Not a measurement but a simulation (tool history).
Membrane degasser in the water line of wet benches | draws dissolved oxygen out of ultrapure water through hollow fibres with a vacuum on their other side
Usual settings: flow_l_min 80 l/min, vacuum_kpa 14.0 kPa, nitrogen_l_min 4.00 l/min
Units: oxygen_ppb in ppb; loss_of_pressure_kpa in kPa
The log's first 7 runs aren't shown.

run	hour	flow_l_min	vacuum_kpa	nitrogen_l_min	hours since the membrane was changed	hours since the vacuum gauge was calibrated	hours since the vacuum lines were made tight	oxygen_ppb	loss_of_pressure_kpa
8	1675.6	80	14.0	2.41	5913	3048	616	788.8	37.21
9	1868.1	80	14.0	2.41	6105	3240	809	785.3	37.02
10	2128.3	80	14.0	2.41	6365	3500	1069	791.0	37.12
11	2286.5	80	14.0	3.34	6523	3658	1227	630.6	37.32
12	2572.7	80	14.0	3.34	6810	3945	1513	638.6	37.15
13	2767.9	80	17.6	4.00	7005	4140	1708	704.3	37.23
14	3026.7	102	17.6	4.00	7264	4399	1967	859.9	47.80
15	3161.9	102	17.6	4.00	7399	4534	2102	864.8	47.66
16	3378.9	80	9.7	4.00	7616	4751	2319	391.2	37.69
17	3593.9	80	8.9	9.13	7831	4966	2534	230.8	37.32
18	3881.0	53	12.1	9.13	8118	5253	2821	185.2	24.68
19	4113.9	53	12.1	9.13	8351	5486	3054	185.0	24.83
# hour 4243.0: membrane cartridge changed
20	4287.1	53	32.0	9.13	44	5655	3224	443.3	24.82
# hour 4319.9: vacuum gauge calibrated
21	4530.8	125	15.9	3.37	287	211	3467	1038.5	58.57
22	4781.3	107	14.0	9.33	538	461	3717	436.1	50.12
23	4910.3	84	22.2	4.00	667	590	3846	904.4	39.60
24	5120.2	84	23.9	3.52	877	800	4056	1061.2	39.40
25	5320.3	68	34.8	2.38	1077	1000	4256	1642.2	31.79
26	5466.1	95	34.8	3.40	1223	1146	4402	1669.4	44.81
# hour 5621.7: seals of the vacuum lines changed
27	5737.1	95	34.8	3.40	1492	1415	115	1658.4	44.87
28	5910.8	95	34.8	3.40	1665	1589	289	1668.0	44.83
29	6107.7	95	34.8	3.40	1862	1786	486	1666.5	44.97
30	6251.9	80	14.0	2.37	2006	1930	630	799.7	37.78
31	6467.9	76	11.3	1.86	2222	2146	846	717.4	35.77
# hour 6733.2: gauge calibrated
32	6743.3	76	15.5	1.86	2498	2421	1122	1000.7	34.89

Forecast each of these 3 alternatives for the next run:
A	6934.1	76	19.7	2.13	2689	2612	1312	?	?
B	6934.1	127	12.5	3.21	2689	2612	1312	?	?
C	6934.1	79	9.8	3.02	2689	2612	1312	?	?

run	oxygen_ppb	loss_of_pressure_kpa
A	1158.5	34.76
B	864.8	58.44
C	459.7	36.21
Without the tool's hidden state the same runs would have given:
run	oxygen_ppb	loss_of_pressure_kpa
A	1157.9	34.71
B	864.0	58.35
C	459.1	36.16
